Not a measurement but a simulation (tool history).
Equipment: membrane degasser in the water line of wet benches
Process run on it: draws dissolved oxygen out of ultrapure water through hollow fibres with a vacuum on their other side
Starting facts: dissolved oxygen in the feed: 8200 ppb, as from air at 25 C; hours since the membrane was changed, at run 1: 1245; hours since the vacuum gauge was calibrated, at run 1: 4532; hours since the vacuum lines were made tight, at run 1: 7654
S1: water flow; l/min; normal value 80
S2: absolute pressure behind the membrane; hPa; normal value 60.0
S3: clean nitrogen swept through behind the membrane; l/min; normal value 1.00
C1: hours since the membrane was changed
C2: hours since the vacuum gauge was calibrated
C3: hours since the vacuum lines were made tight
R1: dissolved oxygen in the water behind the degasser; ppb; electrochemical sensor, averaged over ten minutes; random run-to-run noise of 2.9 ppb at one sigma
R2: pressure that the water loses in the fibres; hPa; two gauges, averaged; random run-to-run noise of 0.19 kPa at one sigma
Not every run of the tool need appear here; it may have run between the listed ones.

Run 1, hour 0.0: usual settings; C1 1245; C2 4532; C3 7654. Result: R1 367.7 ppb, R2 376.2 hPa.
Run 2, hour 60.1: usual settings but S3 0.76 l/min; C1 1306; C2 4592; C3 7714. Result: R1 437.3 ppb, R2 376.3 hPa.
Run 3, hour 95.0: usual settings but S3 0.54 l/min; C1 1340; C2 4627; C3 7749. Result: R1 526.4 ppb, R2 379.9 hPa.
Run 4, hour 156.3: usual settings but S2 101.8 hPa; C1 1402; C2 4688; C3 7810. Result: R1 883.6 ppb, R2 375.5 hPa.
Run 5, hour 203.2: usual settings but S3 0.51 l/min; C1 1449; C2 4735; C3 7857. Result: R1 541.7 ppb, R2 373.9 hPa.
Run 6, hour 251.9: usual settings but S3 0.51 l/min; C1 1497; C2 4784; C3 7906. Result: R1 545.4 ppb, R2 375.7 hPa.
Run 7, hour 308.3: usual settings; C1 1554; C2 4840; C3 7962. Result: R1 364.6 ppb, R2 376.2 hPa.
Run 8, hour 344.7: usual settings but S3 1.46 l/min; C1 1590; C2 4876; C3 7998. Result: R1 284.2 ppb, R2 374.9 hPa.
Run 9, hour 384.7: usual settings but S2 52.7 hPa; C1 1630; C2 4916; C3 8038. Result: R1 275.6 ppb, R2 373.9 hPa.
Run 10, hour 420.4: usual settings but S2 52.7 hPa; C1 1666; C2 4952; C3 8074. Result: R1 277.7 ppb, R2 372.6 hPa.
Run 11, hour 453.5: usual settings but S2 52.7 hPa; C1 1699; C2 4985; C3 8107. Result: R1 280.3 ppb, R2 375.1 hPa.
Run 12, hour 496.9: usual settings but S3 1.11 l/min; C1 1742; C2 5029; C3 8151. Result: R1 343.1 ppb, R2 377.3 hPa.
Run 13, hour 528.9: usual settings but S1 51 l/min, S2 146.9 hPa, S3 2.02 l/min; C1 1774; C2 5061; C3 8182. Result: R1 588.0 ppb, R2 241.3 hPa.
Run 14, hour 561.7: usual settings but S1 51 l/min, S2 146.9 hPa, S3 2.02 l/min; C1 1807; C2 5093; C3 8215. Result: R1 589.0 ppb, R2 237.6 hPa.
Run 15, hour 594.1: usual settings but S1 54 l/min, S2 38.5 hPa; C1 1840; C2 5126; C3 8248. Result: R1 66.0 ppb, R2 251.0 hPa.
Run 16, hour 626.4: usual settings but S1 67 l/min; C1 1872; C2 5158; C3 8280. Result: R1 322.9 ppb, R2 310.3 hPa.
Run 17, hour 671.0: usual settings but S1 67 l/min; C1 1916; C2 5203; C3 8325. Result: R1 328.4 ppb, R2 309.6 hPa.
Run 18, hour 732.4: usual settings but S1 67 l/min; C1 1978; C2 5264; C3 8386. Result: R1 320.2 ppb, R2 308.8 hPa.
Run 19, hour 765.1: usual settings but S1 55 l/min, S2 37.0 hPa, S3 0.51 l/min; C1 2011; C2 5297; C3 8419. Result: R1 80.4 ppb, R2 256.1 hPa.
Run 20, hour 819.5: usual settings but S1 84 l/min, S2 72.9 hPa, S3 1.89 l/min; C1 2065; C2 5351; C3 8473. Result: R1 356.0 ppb, R2 390.2 hPa.
Run 21, hour 880.2: usual settings but S1 84 l/min, S2 72.9 hPa, S3 1.89 l/min; C1 2126; C2 5412; C3 8534. Result: R1 355.2 ppb, R2 391.8 hPa.
Run 22, hour 935.6: usual settings but S1 70 l/min, S2 38.3 hPa, S3 2.13 l/min; C1 2181; C2 5467; C3 8589. Result: R1 46.1 ppb, R2 322.6 hPa.
Run 23, hour 968.2: usual settings but S1 96 l/min, S2 109.9 hPa, S3 0.63 l/min; C1 2214; C2 5500; C3 8622. Result: R1 1395.8 ppb, R2 443.7 hPa.
Run 24, hour 995.4: usual settings but S1 100 l/min, S3 0.75 l/min; C1 2241; C2 5527; C3 8649. Result: R1 514.2 ppb, R2 459.1 hPa.

5 options for the next run, each taken on its own from the tool as it stands now. Forecast them:
Run A, hour 1043.5: usual settings but S3 0.78 l/min; C1 2289; C2 5575; C3 8697. Result: R1 ?, R2 ?.
Run B, hour 1043.5: usual settings but S1 88 l/min; C1 2289; C2 5575; C3 8697. Result: R1 ?, R2 ?.
Run C, hour 1043.5: usual settings but S1 104 l/min, S2 100.7 hPa, S3 0.48 l/min; C1 2289; C2 5575; C3 8697. Result: R1 ?, R2 ?.
Run D, hour 1043.5: usual settings but S1 70 l/min, S3 1.05 l/min; C1 2289; C2 5575; C3 8697. Result: R1 ?, R2 ?.
Run E, hour 1043.5: usual settings but S1 100 l/min, S2 88.3 hPa, S3 2.32 l/min; C1 2289; C2 5575; C3 8697. Result: R1 ?, R2 ?.

run      R1     R2
  A   432.4  371.0
  B   403.6  405.8
  C  1467.2  480.6
  D   325.0  323.1
  E   477.7  463.7
With the hidden condition removed and each run's random variation left untouched, the same runs would have given:
run      R1     R2
  A   432.2  379.7
  B   403.5  415.3
  C  1467.2  491.9
  D   324.9  330.6
  E   477.6  474.6

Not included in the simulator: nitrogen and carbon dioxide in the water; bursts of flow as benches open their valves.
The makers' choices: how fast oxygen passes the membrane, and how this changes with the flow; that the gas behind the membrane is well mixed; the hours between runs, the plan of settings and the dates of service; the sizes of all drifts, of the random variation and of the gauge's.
